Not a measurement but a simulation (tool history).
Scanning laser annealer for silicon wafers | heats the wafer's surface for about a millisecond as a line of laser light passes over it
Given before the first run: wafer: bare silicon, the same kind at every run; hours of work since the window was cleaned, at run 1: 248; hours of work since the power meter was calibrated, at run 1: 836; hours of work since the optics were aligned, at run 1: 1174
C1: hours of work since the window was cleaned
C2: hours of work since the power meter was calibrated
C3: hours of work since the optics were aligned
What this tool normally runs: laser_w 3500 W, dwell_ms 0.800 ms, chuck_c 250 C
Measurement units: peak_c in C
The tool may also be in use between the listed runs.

Run 1, hour 0.0: usual settings; C1 248; C2 836; C3 1174. Result: peak_c 992 C.
Run 2, hour 33.8: usual settings; C1 268; C2 856; C3 1193. Result: peak_c 991 C.
Run 3, hour 86.7: usual settings; C1 298; C2 886; C3 1224. Result: peak_c 987 C.
Run 4, hour 139.1: usual settings; C1 328; C2 916; C3 1254. Result: peak_c 979 C.
Run 5, hour 191.6: usual settings but laser_w 3205 W; C1 358; C2 946; C3 1284. Result: peak_c 907 C.
At hour 236.1: window over the wafer cleaned.
Run 6, hour 252.6: usual settings but laser_w 3205 W; C1 9; C2 980; C3 1318. Result: peak_c 954 C.
Run 7, hour 301.2: usual settings but laser_w 3205 W; C1 37; C2 1008; C3 1346. Result: peak_c 950 C.
Run 8, hour 331.9: usual settings but laser_w 3205 W; C1 55; C2 1026; C3 1363. Result: peak_c 944 C.
Run 9, hour 396.9: usual settings but laser_w 3205 W; C1 92; C2 1063; C3 1401. Result: peak_c 942 C.
Run 10, hour 429.5: usual settings but chuck_c 247 C; C1 111; C2 1082; C3 1419. Result: peak_c 1010 C.
Run 11, hour 485.0: usual settings but chuck_c 247 C; C1 143; C2 1114; C3 1451. Result: peak_c 1004 C.
Run 12, hour 548.8: usual settings but chuck_c 247 C; C1 179; C2 1150; C3 1488. Result: peak_c 1005 C.
Run 13, hour 615.7: usual settings but chuck_c 247 C; C1 218; C2 1189; C3 1526. Result: peak_c 994 C.
Run 14, hour 650.1: usual settings but laser_w 3617 W, dwell_ms 0.974 ms, chuck_c 245 C; C1 237; C2 1208; C3 1546. Result: peak_c 1102 C.
Run 15, hour 686.6: usual settings but laser_w 3617 W, dwell_ms 0.974 ms, chuck_c 245 C; C1 258; C2 1229; C3 1567. Result: peak_c 1096 C.
Run 16, hour 735.3: usual settings but laser_w 3617 W, dwell_ms 0.974 ms, chuck_c 245 C; C1 286; C2 1257; C3 1595. Result: peak_c 1096 C.
At hour 774.5: optics aligned, line set to its width.
Run 17, hour 808.8: usual settings but laser_w 3067 W, dwell_ms 0.625 ms, chuck_c 215 C; C1 326; C2 1296; C3 20. Result: peak_c 779 C.
Run 18, hour 876.3: usual settings but dwell_ms 0.783 ms; C1 364; C2 1335; C3 58. Result: peak_c 984 C.
At hour 910.8: window over the wafer cleaned.
Run 19, hour 919.9: usual settings but laser_w 2976 W, dwell_ms 0.961 ms, chuck_c 279 C; C1 5; C2 1359; C3 82. Result: peak_c 998 C.
Run 20, hour 948.4: usual settings but dwell_ms 0.626 ms, chuck_c 266 C; C1 22; C2 1375; C3 99. Result: peak_c 962 C.
Run 21, hour 986.8: usual settings but dwell_ms 0.626 ms, chuck_c 266 C; C1 44; C2 1397; C3 121. Result: peak_c 962 C.
Run 22, hour 1022.1: usual settings but dwell_ms 0.626 ms, chuck_c 266 C; C1 64; C2 1418; C3 141. Result: peak_c 958 C.
Run 23, hour 1075.3: usual settings but laser_w 3654 W, dwell_ms 0.942 ms, chuck_c 266 C; C1 94; C2 1448; C3 171. Result: peak_c 1160 C.
Run 24, hour 1118.6: usual settings but laser_w 3294 W, dwell_ms 0.705 ms, chuck_c 234 C; C1 119; C2 1473; C3 196. Result: peak_c 913 C.
Run 25, hour 1187.0: usual settings but laser_w 3294 W, dwell_ms 0.665 ms, chuck_c 267 C; C1 158; C2 1512; C3 236. Result: peak_c 921 C.
Run 26, hour 1257.2: usual settings but laser_w 2992 W, dwell_ms 0.575 ms, chuck_c 237 C; C1 199; C2 1553; C3 276. Result: peak_c 776 C.

Across each entry between runs, compare the hidden state at the last listed run before it with the hidden state at the first listed run after it:
From run 5 to run 6: window over the wafer cleaned (hour 236.1)
  light that passes the window, % of a clean one's: 94.26 -> 99.72; laser's true power over the reading, %: 0.72 -> 0.74; width of the line over the set one, %: 2.73 -> 2.8
  measured less the result without the state, peak_c: -53 -> -9 C
From run 16 to run 17: optics aligned, line set to its width (hour 774.5)
  light that passes the window, % of a clean one's: 95.47 -> 94.89; laser's true power over the reading, %: 0.86 -> 0.88; width of the line over the set one, %: 3.39 -> 0.16
  measured less the result without the state, peak_c: -57 -> -30 C
From run 18 to run 19: window over the wafer cleaned (hour 910.8)
  light that passes the window, % of a clean one's: 94.27 -> 99.89; laser's true power over the reading, %: 0.9 -> 0.91; width of the line over the set one, %: 0.24 -> 0.29
  measured less the result without the state, peak_c: -45 -> +5 C

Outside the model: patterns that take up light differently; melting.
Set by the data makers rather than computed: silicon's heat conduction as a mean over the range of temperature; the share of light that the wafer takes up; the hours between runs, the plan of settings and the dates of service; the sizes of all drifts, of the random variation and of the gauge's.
